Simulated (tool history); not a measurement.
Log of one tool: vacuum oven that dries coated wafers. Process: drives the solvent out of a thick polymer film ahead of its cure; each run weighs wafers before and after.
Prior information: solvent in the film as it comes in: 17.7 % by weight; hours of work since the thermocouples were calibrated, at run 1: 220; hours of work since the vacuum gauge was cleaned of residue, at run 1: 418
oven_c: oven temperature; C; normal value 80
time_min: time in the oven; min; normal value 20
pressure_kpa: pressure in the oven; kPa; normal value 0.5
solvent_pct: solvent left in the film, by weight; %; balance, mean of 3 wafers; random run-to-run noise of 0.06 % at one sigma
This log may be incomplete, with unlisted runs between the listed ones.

| run | hour | oven_c | time_min | pressure_kpa | hours of work since the thermocouples were calibrated | hours of work since the vacuum gauge was cleaned of residue | solvent_pct |
|---|---|---|---|---|---|---|---|
| 1 | 0 | 80 | 20 | 0.5 | 220 | 418 | 3.55 |
| 2 | 33.6 | 80 | 20 | 0.5 | 235 | 432 | 3.6 |
| 3 | 67.4 | 80 | 32 | 0.5 | 249 | 447 | 1.86 |
| 4 | 83.9 | 80 | 32 | 1.216 | 256 | 454 | 2.18 |
| 5 | 116.4 | 80 | 32 | 1.216 | 270 | 468 | 2.3 |
| 6 | 134.9 | 80 | 20 | 0.374 | 278 | 475 | 3.52 |
| 7 | 162.3 | 80 | 20 | 0.374 | 289 | 487 | 3.73 |
| 8 | 192.1 | 80 | 10 | 0.5 | 302 | 500 | 7.15 |
| 9 | 213.4 | 80 | 20 | 0.5 | 311 | 509 | 3.69 |
| 10 | 238.2 | 67 | 20 | 0.5 | 322 | 519 | 7.13 |
| 11 | 255.9 | 67 | 20 | 0.5 | 329 | 527 | 7.13 |
| 12 | 291.9 | 67 | 20 | 0.5 | 345 | 542 | 7.2 |
| 13 | 314.7 | 67 | 20 | 0.5 | 354 | 552 | 7.24 |
| 14 | 341.2 | 80 | 20 | 0.5 | 366 | 563 | 3.78 |
| 15 | 361.8 | 80 | 20 | 0.5 | 374 | 572 | 3.77 |
| 16 | 383.3 | 65 | 20 | 0.5 | 383 | 581 | 7.62 |
| 17 | 412.5 | 65 | 20 | 0.5 | 396 | 594 | 7.68 |
| 18 | 433 | 80 | 11 | 0.5 | 405 | 602 | 6.73 |
| 19 | 469.9 | 80 | 11 | 0.5 | 420 | 618 | 6.74 |
| 20 | 499.3 | 80 | 33 | 0.5 | 433 | 631 | 1.73 |
| 21 | 535 | 70 | 20 | 0.5 | 448 | 646 | 6.44 |
| 22 | 568.9 | 92 | 13 | 0.512 | 463 | 660 | 3 |
| 23 | 592.3 | 89 | 22 | 0.442 | 472 | 670 | 1.53 |
| 24 | 607.3 | 70 | 15 | 0.5 | 479 | 677 | 7.64 |
| 25 | 641.9 | 70 | 15 | 0.5 | 494 | 691 | 7.78 |
| 26 | 669 | 68 | 15 | 0.544 | 505 | 703 | 8.43 |
| 27 | 692.5 | 75 | 14 | 0.977 | 515 | 713 | 7.21 |
| 28 | 709.1 | 89 | 14 | 0.497 | 522 | 720 | 3.46 |
| 29 | 726.5 | 89 | 18 | 0.94 | 530 | 727 | 2.52 |
| 30 | 744.8 | 77 | 18 | 1.013 | 537 | 735 | 5.43 |
| 31 | 772 | 66 | 18 | 0.318 | 549 | 747 | 7.87 |
| 32 | 788.7 | 66 | 18 | 0.318 | 556 | 754 | 7.83 |
| 33 | 823 | 86 | 18 | 0.318 | 571 | 769 | 2.76 |
| 34 | 854.9 | 87 | 13 | 0.29 | 584 | 782 | 4.16 |
| 35 | 877.6 | 87 | 13 | 0.29 | 594 | 792 | 4.08 |
| 36 | 905.4 | 83 | 11 | 0.29 | 606 | 804 | 6.08 |
| 37 | 936.3 | 72 | 14 | 1.925 | 619 | 817 | 8.79 |
| 38 | 954.7 | 70 | 20 | 1.925 | 627 | 825 | 7.71 |
| 39 | 990.5 | 76 | 17 | 1.672 | 642 | 840 | 6.57 |
| 40 | 1016.6 | 76 | 17 | 1.672 | 653 | 851 | 6.56 |
| 41 | 1050.9 | 80 | 20 | 0.668 | 668 | 866 | 4 |

Here are 4 independent what-if runs from the current tool condition. What would each one return?
|  | 1061.9 | oven's thermocouples calibrated |
| A | 1083.3 | 70 | 24 | 1.053 | 9 | 879 | ? |
|  | 1061.9 | oven's thermocouples calibrated |
| B | 1083.3 | 84 | 30 | 1.098 | 9 | 879 | ? |
|  | 1061.9 | oven's thermocouples calibrated |
| C | 1083.3 | 91 | 31 | 1.227 | 9 | 879 | ? |
|  | 1061.9 | oven's thermocouples calibrated |
| D | 1083.3 | 70 | 23 | 1.336 | 9 | 879 | ? |

| run | solvent_pct |
|---|---|
| A | 5.65 |
| B | 1.73 |
| C | 1.06 |
| D | 6.08 |
Stripped of hidden state, with their random variation kept, the same runs would have yielded:
| run | solvent_pct |
|---|---|
| A | 5.42 |
| B | 1.57 |
| C | 0.93 |
| D | 5.85 |

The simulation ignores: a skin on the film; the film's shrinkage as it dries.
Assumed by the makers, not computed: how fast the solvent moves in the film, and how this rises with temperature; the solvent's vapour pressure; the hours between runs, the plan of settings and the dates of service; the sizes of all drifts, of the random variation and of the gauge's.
